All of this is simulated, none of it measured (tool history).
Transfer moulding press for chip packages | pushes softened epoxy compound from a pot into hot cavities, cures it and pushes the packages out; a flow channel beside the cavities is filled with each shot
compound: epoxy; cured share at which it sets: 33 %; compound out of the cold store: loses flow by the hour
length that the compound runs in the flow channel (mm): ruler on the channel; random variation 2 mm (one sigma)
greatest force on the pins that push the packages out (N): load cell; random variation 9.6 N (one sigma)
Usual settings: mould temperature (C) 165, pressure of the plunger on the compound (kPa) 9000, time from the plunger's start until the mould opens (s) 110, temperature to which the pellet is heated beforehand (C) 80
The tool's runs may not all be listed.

run	day	mould temperature (C)	pressure of the plunger on the compound (kPa)	time from the plunger's start until the mould opens (s)	temperature to which the pellet is heated beforehand (C)	incoming compound's hours out of the cold store	length that the compound runs in the flow channel (mm)	greatest force on the pins that push the packages out (N)
1	0	165	9000	110	80	36	597	425
2	1.929	165	9000	110	80	41	580	522
3	4.204	165	9000	110	80	34.8	597	614
4	5.712	165	9000	110	80	16.1	650	524
5	7.283	165	9000	110	80	31.6	640	571
6	9.254	165	9000	110	80	14.9	683	647
7	11.588	165	9000	110	80	22.5	654	561
8	13.854	165	9000	110	80	45.8	589	617
9	15.3	165	9000	110	80	28	633	505
10	16.483	165	9000	110	80	45.5	581	520
11	18.688	165	9000	131	80	15.7	669	537
12	20.65	162	9000	110	80	23.7	641	614
13	22.292	165	9000	110	80	21	641	596
14	24.654	165	9000	110	80	19.7	640	497
15	26.054	165	10260	110	82	26.4	661	572
16	28.279	167	7450	100	88	33.4	571	634
17	30.292	167	10030	145	88	23.6	691	429
18	31.688	167	7280	102	88	39.4	542	585
19	33.925	167	7280	102	88	10.1	620	471
20	35.225	167	7280	102	88	47.3	518	518
21	37.25	159	9000	90	78	25.4	651	1350
22	39.308	159	9000	90	78	23.3	654	1111
23	41.121	159	9000	90	78	31.3	627	1231
24	42.583	171	9000	110	80	17.5	643	546
25	44.004	171	9000	110	80	8.8	669	424
26	45.95	171	9000	110	80	19.3	635	495
27	48.029	171	9000	110	80	30.1	596	379
28	49.733	171	9000	110	80	10	698	486

Taken out of this log: 14 entries between the listed runs. Where each belongs, and how the hidden state differs across it:
Between runs 3 and 4: cavities cleaned with cleaning compound and waxed (day 4.758)
  true mould temperature over the reading, C: 0.12 -> 0.14; pressure that reaches the compound, % of what is set: 89.68 -> 88.9; grip of the stained cavities, % over clean ones': 44.4 -> 16.6
  measured less the result without the state, length that the compound runs in the flow channel (mm): -34 -> -39; greatest force on the pins that push the packages out (N): +187 -> +71
Between runs 4 and 5: plunger's sealing rings changed (day 5.996)
  true mould temperature over the reading, C: 0.14 -> 0.16; pressure that reaches the compound, % of what is set: 88.9 -> 98.83; grip of the stained cavities, % over clean ones': 16.6 -> 33.6
  measured less the result without the state, length that the compound runs in the flow channel (mm): -39 -> -4; greatest force on the pins that push the packages out (N): +71 -> +142
Between runs 6 and 7: cavities cleaned with cleaning compound and waxed (day 9.617)
  true mould temperature over the reading, C: 0.19 -> 0.23; pressure that reaches the compound, % of what is set: 97.74 -> 96.5; grip of the stained cavities, % over clean ones': 45.9 -> 28.6
  measured less the result without the state, length that the compound runs in the flow channel (mm): -8 -> -12; greatest force on the pins that push the packages out (N): +199 -> +119
Between runs 8 and 9: cavities cleaned with cleaning compound and waxed (day 14.404)
  true mould temperature over the reading, C: 0.26 -> 0.28; pressure that reaches the compound, % of what is set: 95.16 -> 94.47; grip of the stained cavities, % over clean ones': 45.2 -> 14.6
  measured less the result without the state, length that the compound runs in the flow channel (mm): -15 -> -19; greatest force on the pins that push the packages out (N): +188 -> +58
Between runs 11 and 12: cavities cleaned with cleaning compound and waxed (day 19.262)
  true mould temperature over the reading, C: 0.33 -> 0.36; pressure that reaches the compound, % of what is set: 92.65 -> 91.58; grip of the stained cavities, % over clean ones': 44.3 -> 22
  measured less the result without the state, length that the compound runs in the flow channel (mm): -26 -> -30; greatest force on the pins that push the packages out (N): +163 -> +99
Between runs 13 and 14: cavities cleaned with cleaning compound and waxed (day 23.979); mould's thermocouples calibrated (day 24.175)
  true mould temperature over the reading, C: 0.39 -> 0.01; pressure that reaches the compound, % of what is set: 90.73 -> 89.63; grip of the stained cavities, % over clean ones': 37.7 -> 11.4
  measured less the result without the state, length that the compound runs in the flow channel (mm): -33 -> -36; greatest force on the pins that push the packages out (N): +154 -> +50
Between runs 15 and 16: plunger's sealing rings changed (day 27.329)
  true mould temperature over the reading, C: 0.03 -> 0.07; pressure that reaches the compound, % of what is set: 88.91 -> 98.99; grip of the stained cavities, % over clean ones': 28.9 -> 43.7
  measured less the result without the state, length that the compound runs in the flow channel (mm): -40 -> -3; greatest force on the pins that push the packages out (N): +126 -> +190
Between runs 16 and 17: cavities cleaned with cleaning compound and waxed (day 28.875)
  true mould temperature over the reading, C: 0.07 -> 0.09; pressure that reaches the compound, % of what is set: 98.99 -> 97.89; grip of the stained cavities, % over clean ones': 43.7 -> 23.5
  measured less the result without the state, length that the compound runs in the flow channel (mm): -3 -> -7; greatest force on the pins that push the packages out (N): +190 -> +81
Between runs 18 and 19: cavities cleaned with cleaning compound and waxed (day 33.658)
  true mould temperature over the reading, C: 0.12 -> 0.15; pressure that reaches the compound, % of what is set: 97.15 -> 96.07; grip of the stained cavities, % over clean ones': 37.4 -> 5.1
  measured less the result without the state, length that the compound runs in the flow channel (mm): -9 -> -12; greatest force on the pins that push the packages out (N): +156 -> +20
Between runs 21 and 22: cavities cleaned with cleaning compound and waxed (day 38.412)
  true mould temperature over the reading, C: 0.2 -> 0.23; pressure that reaches the compound, % of what is set: 94.29 -> 93.23; grip of the stained cavities, % over clean ones': 42.3 -> 16.8
  measured less the result without the state, length that the compound runs in the flow channel (mm): -20 -> -24; greatest force on the pins that push the packages out (N): +388 -> +145
Between runs 24 and 25: cavities cleaned with cleaning compound and waxed (day 43.208)
  true mould temperature over the reading, C: 0.28 -> 0.3; pressure that reaches the compound, % of what is set: 91.49 -> 90.78; grip of the stained cavities, % over clean ones': 44.5 -> 15.5
  measured less the result without the state, length that the compound runs in the flow channel (mm): -30 -> -34; greatest force on the pins that push the packages out (N): +165 -> +55
Between runs 26 and 27: cavities cleaned with cleaning compound and waxed (day 47.992)
  true mould temperature over the reading, C: 0.33 -> 0.36; pressure that reaches the compound, % of what is set: 89.7 -> 88.62; grip of the stained cavities, % over clean ones': 35.8 -> 4.6
  measured less the result without the state, length that the compound runs in the flow channel (mm): -36 -> -38; greatest force on the pins that push the packages out (N): +128 -> +14
Between runs 27 and 28: plunger's sealing rings changed (day 48.6)
  true mould temperature over the reading, C: 0.36 -> 0.39; pressure that reaches the compound, % of what is set: 88.62 -> 99.32; grip of the stained cavities, % over clean ones': 4.6 -> 27.1
  measured less the result without the state, length that the compound runs in the flow channel (mm): -38 -> -3; greatest force on the pins that push the packages out (N): +14 -> +101
